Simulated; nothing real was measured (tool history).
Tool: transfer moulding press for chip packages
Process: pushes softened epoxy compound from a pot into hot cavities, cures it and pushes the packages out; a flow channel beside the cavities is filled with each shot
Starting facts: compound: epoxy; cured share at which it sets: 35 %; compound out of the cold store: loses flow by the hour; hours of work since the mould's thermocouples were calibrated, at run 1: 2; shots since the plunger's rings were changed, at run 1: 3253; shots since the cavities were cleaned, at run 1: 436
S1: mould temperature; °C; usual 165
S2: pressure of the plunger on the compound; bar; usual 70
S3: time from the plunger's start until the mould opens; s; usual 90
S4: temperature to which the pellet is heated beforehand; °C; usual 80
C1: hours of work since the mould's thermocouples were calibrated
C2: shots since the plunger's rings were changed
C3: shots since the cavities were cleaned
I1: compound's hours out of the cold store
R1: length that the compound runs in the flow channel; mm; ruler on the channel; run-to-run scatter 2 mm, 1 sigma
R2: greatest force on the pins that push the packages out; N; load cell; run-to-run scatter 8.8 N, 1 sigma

run	hour	S1	S2	S3	S4	C1	C2	C3	I1	R1	R2
1	0	165	70	90	80	2	3253	436	45.7	836	392
2	7.3	165	70	90	78	6	3328	511	31.9	885	399
3	21.3	165	70	90	78	14	3470	653	19.7	926	405
4	28.5	165	70	90	78	18	3545	728	29.4	890	409
5	37.9	165	70	90	78	23	3640	823	47.6	828	398
6	46.5	165	70	90	74	28	3728	911	15.7	943	417
7	52.1	163	70	90	87	31	3785	968	37.3	869	410
8	59.3	166	52.4	71	72	35	3859	1042	47.4	717	501
# hour 63.2: cavities cleaned with cleaning compound and waxed
9	73.2	170	52.5	127	81	42	3985	102	29.2	756	355
10	85.4	170	52.5	127	81	49	4110	227	32.4	746	379
11	91.5	170	52.5	127	81	52	4172	289	15.3	796	356
12	103.1	170	52.5	127	81	59	4290	407	29	756	373

Here are 4 independent what-if runs from the current tool condition. What would each one return?
A	113.8	159	52.5	127	70	65	4400	517	8.1	?	?
B	113.8	171	70	90	80	65	4400	517	35.7	?	?
C	113.8	165	70	84	70	65	4400	517	16.6	?	?
D	113.8	165	66.6	120	78	65	4400	517	22.1	?	?

run	R1	R2
A	874	392
B	842	385
C	940	438
D	899	378
Without the tool's unlogged condition, the same runs would have read:
run	R1	R2
A	875	388
B	843	381
C	941	433
D	900	374
